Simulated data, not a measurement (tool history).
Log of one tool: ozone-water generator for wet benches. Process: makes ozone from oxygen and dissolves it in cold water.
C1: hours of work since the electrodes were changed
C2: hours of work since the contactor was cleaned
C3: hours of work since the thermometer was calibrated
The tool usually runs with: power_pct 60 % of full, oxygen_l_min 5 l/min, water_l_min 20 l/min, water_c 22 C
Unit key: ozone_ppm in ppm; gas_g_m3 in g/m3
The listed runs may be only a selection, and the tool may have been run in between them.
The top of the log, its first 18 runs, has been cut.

{"run": 19, "hour": 1690.9, "power_pct": 60, "oxygen_l_min": 8.84, "water_l_min": 20, "water_c": 22, "C1": 2695, "C2": 8983, "C3": 3561, "ozone_ppm": 16.5, "gas_g_m3": 172.7}
{"run": 20, "hour": 1754.9, "power_pct": 64, "oxygen_l_min": 3.48, "water_l_min": 29, "water_c": 22, "C1": 2759, "C2": 9047, "C3": 3625, "ozone_ppm": 11.1, "gas_g_m3": 287.1}
{"run": 21, "hour": 1866.5, "power_pct": 60, "oxygen_l_min": 5, "water_l_min": 19, "water_c": 14, "C1": 2871, "C2": 9158, "C3": 3736, "ozone_ppm": 20.1, "gas_g_m3": 229.6}
{"run": 22, "hour": 1990.7, "power_pct": 71, "oxygen_l_min": 5, "water_l_min": 20, "water_c": 19, "C1": 2995, "C2": 9282, "C3": 3860, "ozone_ppm": 19.9, "gas_g_m3": 259.5}
{"run": 23, "hour": 2053.6, "power_pct": 55, "oxygen_l_min": 6.22, "water_l_min": 25, "water_c": 24, "C1": 3057, "C2": 9345, "C3": 3923, "ozone_ppm": 12.2, "gas_g_m3": 190.7}
{"run": 24, "hour": 2155.6, "power_pct": 55, "oxygen_l_min": 6.22, "water_l_min": 25, "water_c": 24, "C1": 3159, "C2": 9447, "C3": 4025, "ozone_ppm": 12.4, "gas_g_m3": 192.1}
{"hour": 2242.1, "done": "contactor cleaned"}
{"run": 25, "hour": 2269.0, "power_pct": 60, "oxygen_l_min": 8.87, "water_l_min": 18, "water_c": 22, "C1": 3268, "C2": 27, "C3": 4134, "ozone_ppm": 17.9, "gas_g_m3": 173.6}
{"run": 26, "hour": 2344.1, "power_pct": 60, "oxygen_l_min": 4.07, "water_l_min": 13, "water_c": 22, "C1": 3344, "C2": 102, "C3": 4209, "ozone_ppm": 25.3, "gas_g_m3": 255}
{"run": 27, "hour": 2472.5, "power_pct": 73, "oxygen_l_min": 5, "water_l_min": 20, "water_c": 22, "C1": 3472, "C2": 230, "C3": 4338, "ozone_ppm": 19.4, "gas_g_m3": 262.3}
{"run": 28, "hour": 2592.8, "power_pct": 60, "oxygen_l_min": 2.59, "water_l_min": 20, "water_c": 15, "C1": 3592, "C2": 350, "C3": 4458, "ozone_ppm": 16.7, "gas_g_m3": 316.6}
{"run": 29, "hour": 2691.7, "power_pct": 60, "oxygen_l_min": 2.59, "water_l_min": 20, "water_c": 15, "C1": 3691, "C2": 449, "C3": 4557, "ozone_ppm": 16.7, "gas_g_m3": 319.1}
{"run": 30, "hour": 2766.9, "power_pct": 69, "oxygen_l_min": 5, "water_l_min": 18, "water_c": 22, "C1": 3766, "C2": 524, "C3": 4632, "ozone_ppm": 20.5, "gas_g_m3": 253.7}
{"run": 31, "hour": 2853.9, "power_pct": 69, "oxygen_l_min": 5, "water_l_min": 18, "water_c": 22, "C1": 3853, "C2": 611, "C3": 4719, "ozone_ppm": 20.7, "gas_g_m3": 254.4}
{"run": 32, "hour": 2946.2, "power_pct": 60, "oxygen_l_min": 5, "water_l_min": 21, "water_c": 24, "C1": 3945, "C2": 703, "C3": 4811, "ozone_ppm": 15.6, "gas_g_m3": 233.1}
{"run": 33, "hour": 3029.1, "power_pct": 60, "oxygen_l_min": 5, "water_l_min": 21, "water_c": 24, "C1": 4028, "C2": 786, "C3": 4894, "ozone_ppm": 15.6, "gas_g_m3": 230.9}
{"hour": 3106.4, "done": "water thermometer calibrated"}
{"run": 34, "hour": 3149.0, "power_pct": 43, "oxygen_l_min": 4.39, "water_l_min": 18, "water_c": 26, "C1": 4147, "C2": 905, "C3": 42, "ozone_ppm": 13.8, "gas_g_m3": 193.9}

3 options for the next run, each taken on its own from the tool as it stands now. Forecast them:
{"run": "A", "hour": 3257.1, "power_pct": 60, "oxygen_l_min": 2.72, "water_l_min": 20, "water_c": 22, "C1": 4255, "C2": 1013, "C3": 151, "ozone_ppm": "?", "gas_g_m3": "?"}
{"run": "B", "hour": 3257.1, "power_pct": 60, "oxygen_l_min": 5, "water_l_min": 27, "water_c": 22, "C1": 4255, "C2": 1013, "C3": 151, "ozone_ppm": "?", "gas_g_m3": "?"}
{"run": "C", "hour": 3257.1, "power_pct": 80, "oxygen_l_min": 5, "water_l_min": 25, "water_c": 22, "C1": 4255, "C2": 1013, "C3": 151, "ozone_ppm": "?", "gas_g_m3": "?"}

run=A ozone_ppm=15.8 gas_g_m3=310.2
run=B ozone_ppm=12.5 gas_g_m3=229.1
run=C ozone_ppm=16.5 gas_g_m3=282.6
With the hidden condition removed and each run's random variation left untouched, the same runs would have given:
run=A ozone_ppm=15.8 gas_g_m3=302.9
run=B ozone_ppm=12.5 gas_g_m3=223.7
run=C ozone_ppm=16.5 gas_g_m3=276.1
